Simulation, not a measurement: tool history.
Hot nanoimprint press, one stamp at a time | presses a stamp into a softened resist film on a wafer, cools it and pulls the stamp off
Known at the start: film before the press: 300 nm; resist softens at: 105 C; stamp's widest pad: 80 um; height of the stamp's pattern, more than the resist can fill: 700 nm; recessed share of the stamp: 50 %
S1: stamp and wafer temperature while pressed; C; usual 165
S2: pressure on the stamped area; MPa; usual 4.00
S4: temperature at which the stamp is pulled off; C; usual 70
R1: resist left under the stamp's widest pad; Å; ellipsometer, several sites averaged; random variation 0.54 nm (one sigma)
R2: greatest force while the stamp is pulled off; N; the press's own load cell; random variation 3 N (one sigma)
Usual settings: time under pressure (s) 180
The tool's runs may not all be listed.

run 1 hour=0.0 | S1=165 S2=4.00 time_under_pressure_(s)=180 S4=70 | R1=1344 R2=183
run 2 hour=7.7 | S1=165 S2=4.00 time_under_pressure_(s)=180 S4=72 | R1=1337 R2=186
run 3 hour=12.0 | S1=165 S2=4.00 time_under_pressure_(s)=180 S4=72 | R1=1336 R2=175
run 4 hour=19.3 | S1=165 S2=4.00 time_under_pressure_(s)=180 S4=70 | R1=1341 R2=196
run 5 hour=25.4 | S1=165 S2=4.00 time_under_pressure_(s)=180 S4=70 | R1=1340 R2=187
run 6 hour=33.9 | S1=165 S2=4.00 time_under_pressure_(s)=180 S4=70 | R1=1343 R2=196
run 7 hour=39.0 | S1=165 S2=4.00 time_under_pressure_(s)=180 S4=70 | R1=1334 R2=192
run 8 hour=48.3 | S1=165 S2=3.77 time_under_pressure_(s)=180 S4=70 | R1=1378 R2=196
run 9 hour=56.0 | S1=165 S2=3.77 time_under_pressure_(s)=180 S4=70 | R1=1370 R2=192
run 10 hour=65.3 | S1=165 S2=3.77 time_under_pressure_(s)=180 S4=70 | R1=1374 R2=196
run 11 hour=72.8 | S1=165 S2=3.77 time_under_pressure_(s)=180 S4=70 | R1=1372 R2=191
run 12 hour=78.9 | S1=165 S2=3.77 time_under_pressure_(s)=180 S4=70 | R1=1370 R2=202
run 13 hour=84.7 | S1=165 S2=3.77 time_under_pressure_(s)=180 S4=70 | R1=1366 R2=201
run 14 hour=93.5 | S1=165 S2=5.83 time_under_pressure_(s)=180 S4=70 | R1=1089 R2=201
run 15 hour=102.3 | S1=157 S2=4.00 time_under_pressure_(s)=180 S4=70 | R1=1915 R2=192
run 16 hour=106.9 | S1=156 S2=5.21 time_under_pressure_(s)=180 S4=69 | R1=1787 R2=212
run 17 hour=114.7 | S1=174 S2=4.00 time_under_pressure_(s)=180 S4=70 | R1=875 R2=205
run 18 hour=121.3 | S1=172 S2=4.83 time_under_pressure_(s)=263 S4=60 | R1=735 R2=263
run 19 hour=125.4 | S1=172 S2=4.83 time_under_pressure_(s)=263 S4=60 | R1=739 R2=268
run 20 hour=130.5 | S1=172 S2=4.83 time_under_pressure_(s)=137 S4=60 | R1=965 R2=259
run 21 hour=138.1 | S1=172 S2=4.83 time_under_pressure_(s)=137 S4=60 | R1=960 R2=272
run 22 hour=145.9 | S1=165 S2=5.28 time_under_pressure_(s)=137 S4=72 | R1=1275 R2=195
run 23 hour=151.7 | S1=176 S2=2.61 time_under_pressure_(s)=98 S4=57 | R1=1258 R2=292
run 24 hour=161.2 | S1=176 S2=2.61 time_under_pressure_(s)=98 S4=57 | R1=1251 R2=290

Run 25 comes next. What will it give?
run 25 hour=165.8 | S1=165 S2=4.51 time_under_pressure_(s)=153 S4=61 | R1=? R2=?

{"run 25": {"R1": 1324, "R2": 253}}
Without the tool's hidden state the same run would have given R1 1403 Å, R2 172 N.
